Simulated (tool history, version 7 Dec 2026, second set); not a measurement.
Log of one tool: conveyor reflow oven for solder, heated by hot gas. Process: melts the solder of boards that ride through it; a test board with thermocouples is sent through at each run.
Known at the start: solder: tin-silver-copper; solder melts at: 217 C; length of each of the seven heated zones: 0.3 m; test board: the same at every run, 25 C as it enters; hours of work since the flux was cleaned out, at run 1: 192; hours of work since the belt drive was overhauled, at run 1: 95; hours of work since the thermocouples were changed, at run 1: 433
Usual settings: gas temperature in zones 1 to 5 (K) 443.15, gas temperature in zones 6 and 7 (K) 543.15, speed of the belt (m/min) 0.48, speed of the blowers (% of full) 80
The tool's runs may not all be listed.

run   hour  gas temperature in zones 1 to 5 (K)  gas temperature in zones 6 and 7 (K)  speed of the belt (m/min)  speed of the blowers (% of full)  hours of work since the flux was cleaned out  hours of work since the belt drive was overhauled  hours of work since the thermocouples were changed  highest temperature of the board (K)  time above the solder's melting point (s)
  1      0                               443.15                                543.15                       0.48                                80                                           192                                                 95                                                 433                                527.75                                       57.1
  2   34.9                               443.15                                543.15                       0.48                                80                                           216                                                119                                                 457                                527.55                                         57
  3   71.9                               443.15                                543.15                       0.48                                80                                           242                                                144                                                 483                                527.65                                       57.4
  4  107.8                               443.15                                543.15                       0.48                                80                                           267                                                169                                                 508                                527.55                                       57.4
  5    158                               443.15                                543.15                       0.48                                80                                           301                                                204                                                 542                                527.45                                       56.9
     175.5  -- flux residue cleaned out of gas plates and filters
  6  193.3                               443.15                                543.15                      0.547                                80                                            12                                                225                                                 563                                523.95                                       47.3
  7  233.5                               434.15                                543.15                       0.48                                80                                            40                                                252                                                 591                                526.95                                       54.3
  8  274.2                               434.15                                543.15                       0.48                                80                                            68                                                280                                                 619                                526.65                                       53.9
  9  301.8                               434.15                                543.15                       0.48                                80                                            87                                                300                                                 638                                526.75                                       54.4
 10  343.9                               434.15                                543.15                       0.48                                80                                           116                                                329                                                 667                                526.55                                       53.9
 11  374.7                               434.15                                543.15                       0.48                                80                                           138                                                350                                                 689                                526.55                                       53.8
 12  418.7                               434.15                                543.15                       0.48                                80                                           168                                                380                                                 719                                526.15                                       53.5
 13    447                               443.15                                543.15                       0.48                                80                                           187                                                400                                                 738                                527.85                                       57.7
     467.5  -- thermocouples of zones 6 and 7 changed
 14    472                               443.15                                543.15                       0.42                                80                                           203                                                416                                                   3                                532.15                                       69.8
 15  496.9                               443.15                                543.15                       0.42                                80                                           221                                                433                                                  20                                532.15                                       70.4
 16  536.4                               443.15                                538.15                      0.418                                80                                           248                                                460                                                  48                                527.75                                       67.2
 17  562.2                               443.15                                543.15                      0.518                                57                                           266                                                478                                                  65                                519.55                                         45
 18  591.2                               443.15                                556.15                      0.516                                53                                           286                                                498                                                  85                                528.85                                       52.4
     632.1  -- flux residue cleaned out of gas plates and filters
 19  638.1                               442.15                                551.15                      0.501                                69                                             4                                                527                                                 114                                532.25                                       57.9
 20  681.2                               442.15                                551.15                      0.501                                69                                            34                                                557                                                 144                                532.05                                         57
 21  733.9                               442.15                                542.15                      0.509                                69                                            70                                                593                                                 181                                523.25                                       50.2
 22  762.2                               442.15                                542.15                      0.509                                69                                            90                                                613                                                 200                                523.45                                       50.3
 23  784.2                               442.15                                542.15                      0.509                                69                                           105                                                628                                                 215                                523.15                                       50.3
 24  819.5                               442.15                                542.15                      0.509                                69                                           129                                                652                                                 240                                522.85                                       50.1
 25  861.5                               442.15                                542.15                      0.509                                69                                           158                                                681                                                 269                                523.05                                       50.2
 26  887.1                               442.15                                556.15                      0.557                                80                                           176                                                699                                                 286                                534.65                                       52.7
 27  908.4                               432.15                                537.15                      0.538                                80                                           191                                                714                                                 301                                517.65                                       40.5
 28  951.6                               432.15                                557.15                      0.571                                80                                           221                                                744                                                 331                                532.35                                       47.5
 29  999.4                               437.15                                531.15                      0.383                                87                                           254                                                776                                                 364                                522.75                                       70.3

4 ways to go on from here, each from the tool as it stands after run 29. What would each give?
  A  1022.7                               452.15                                535.15                       0.48                                80                                           270                                                793                                                 380                                     ?                                          ?
  B  1022.7                               429.15                                539.15                      0.383                                87                                           270                                                793                                                 380                                     ?                                          ?
  C  1022.7                               437.15                                531.15                      0.383                                72                                           270                                                793                                                 380                                     ?                                          ?
  D  1022.7                               437.15                                550.15                      0.462                                57                                           270                                                793                                                 380                                     ?                                          ?

run  highest temperature of the board (K)  time above the solder's melting point (s)
  A                                522.35                                       58.3
  B                                529.95                                       72.8
  C                                520.85                                       67.3
  D                                529.05                                       58.2
Without the tool's hidden state the same runs would have given:
run  highest temperature of the board (K)  time above the solder's melting point (s)
  A                                523.35                                       57.6
  B                                531.05                                       71.8
  C                                521.85                                       66.6
  D                                529.85                                       57.3
